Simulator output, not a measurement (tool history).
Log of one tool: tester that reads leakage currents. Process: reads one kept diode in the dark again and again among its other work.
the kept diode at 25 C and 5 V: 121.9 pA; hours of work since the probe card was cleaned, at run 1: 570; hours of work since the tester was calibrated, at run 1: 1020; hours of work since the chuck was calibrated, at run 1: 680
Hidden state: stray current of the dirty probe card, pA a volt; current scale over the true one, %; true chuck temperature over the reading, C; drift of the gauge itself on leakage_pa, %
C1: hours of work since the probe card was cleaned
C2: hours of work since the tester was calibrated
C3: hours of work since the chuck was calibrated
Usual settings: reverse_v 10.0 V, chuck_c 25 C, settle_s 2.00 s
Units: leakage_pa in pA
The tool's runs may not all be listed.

{"run": 1, "hour": 0.0, "reverse_v": 10.0, "chuck_c": 25, "settle_s": 2.0, "C1": 570, "C2": 1020, "C3": 680, "leakage_pa": 165.4}
{"run": 2, "hour": 24.4, "reverse_v": 10.0, "chuck_c": 25, "settle_s": 2.0, "C1": 587, "C2": 1036, "C3": 697, "leakage_pa": 166.17}
{"run": 3, "hour": 40.3, "reverse_v": 10.0, "chuck_c": 25, "settle_s": 2.0, "C1": 598, "C2": 1047, "C3": 707, "leakage_pa": 166.32}
{"run": 4, "hour": 77.1, "reverse_v": 2.8, "chuck_c": 25, "settle_s": 2.0, "C1": 623, "C2": 1072, "C3": 732, "leakage_pa": 88.22}
{"run": 5, "hour": 112.9, "reverse_v": 10.0, "chuck_c": 25, "settle_s": 0.98, "C1": 647, "C2": 1097, "C3": 757, "leakage_pa": 167.3}
{"run": 6, "hour": 139.0, "reverse_v": 10.0, "chuck_c": 25, "settle_s": 2.0, "C1": 665, "C2": 1115, "C3": 775, "leakage_pa": 165.13}
{"run": 7, "hour": 177.7, "reverse_v": 10.0, "chuck_c": 48, "settle_s": 2.0, "C1": 691, "C2": 1141, "C3": 801, "leakage_pa": 813.52}
{"run": 8, "hour": 207.3, "reverse_v": 10.0, "chuck_c": 48, "settle_s": 2.0, "C1": 712, "C2": 1161, "C3": 821, "leakage_pa": 815.44}
{"run": 9, "hour": 230.0, "reverse_v": 10.0, "chuck_c": 48, "settle_s": 2.0, "C1": 727, "C2": 1177, "C3": 837, "leakage_pa": 813.29}
{"run": 10, "hour": 263.8, "reverse_v": 9.2, "chuck_c": 25, "settle_s": 2.0, "C1": 750, "C2": 1200, "C3": 860, "leakage_pa": 157.97}
{"run": 11, "hour": 302.6, "reverse_v": 12.8, "chuck_c": 25, "settle_s": 0.35, "C1": 776, "C2": 1226, "C3": 886, "leakage_pa": 196.06}
{"run": 12, "hour": 327.5, "reverse_v": 5.0, "chuck_c": 25, "settle_s": 2.0, "C1": 793, "C2": 1243, "C3": 903, "leakage_pa": 116.09}
{"run": 13, "hour": 355.1, "reverse_v": 10.0, "chuck_c": 32, "settle_s": 7.38, "C1": 812, "C2": 1262, "C3": 922, "leakage_pa": 272.03}
{"hour": 359.7, "done": "tester calibrated"}
{"run": 14, "hour": 391.8, "reverse_v": 10.0, "chuck_c": 29, "settle_s": 2.0, "C1": 836, "C2": 22, "C3": 946, "leakage_pa": 220.05}
{"hour": 420.4, "done": "tester calibrated, once more"}
{"run": 15, "hour": 423.4, "reverse_v": 10.0, "chuck_c": 29, "settle_s": 2.0, "C1": 856, "C2": 2, "C3": 966, "leakage_pa": 217.0}
{"run": 16, "hour": 454.9, "reverse_v": 10.1, "chuck_c": 25, "settle_s": 0.51, "C1": 878, "C2": 24, "C3": 987, "leakage_pa": 168.26}
{"run": 17, "hour": 479.9, "reverse_v": 10.1, "chuck_c": 53, "settle_s": 1.89, "C1": 895, "C2": 41, "C3": 1004, "leakage_pa": 1115.96}
{"run": 18, "hour": 506.2, "reverse_v": 16.9, "chuck_c": 25, "settle_s": 2.0, "C1": 913, "C2": 58, "C3": 1022, "leakage_pa": 212.63}
{"run": 19, "hour": 529.8, "reverse_v": 1.5, "chuck_c": 26, "settle_s": 2.43, "C1": 929, "C2": 75, "C3": 1038, "leakage_pa": 68.41}
{"run": 20, "hour": 568.9, "reverse_v": 10.0, "chuck_c": 25, "settle_s": 1.01, "C1": 955, "C2": 101, "C3": 1065, "leakage_pa": 164.43}

3 ways to go on from here, each from the tool as it stands after run 20. What would each give?
{"run": "A", "hour": 590.8, "reverse_v": 10.0, "chuck_c": 25, "settle_s": 6.39, "C1": 970, "C2": 116, "C3": 1080, "leakage_pa": "?"}
{"run": "B", "hour": 590.8, "reverse_v": 12.1, "chuck_c": 23, "settle_s": 1.34, "C1": 970, "C2": 116, "C3": 1080, "leakage_pa": "?"}
{"run": "C", "hour": 590.8, "reverse_v": 10.0, "chuck_c": 26, "settle_s": 1.01, "C1": 970, "C2": 116, "C3": 1080, "leakage_pa": "?"}

run=A leakage_pa=162.31
run=B leakage_pa=156.42
run=C leakage_pa=176.76
Without the tool's hidden state the same runs would have given:
run=A leakage_pa=170.71
run=B leakage_pa=162.16
run=C leakage_pa=186.38
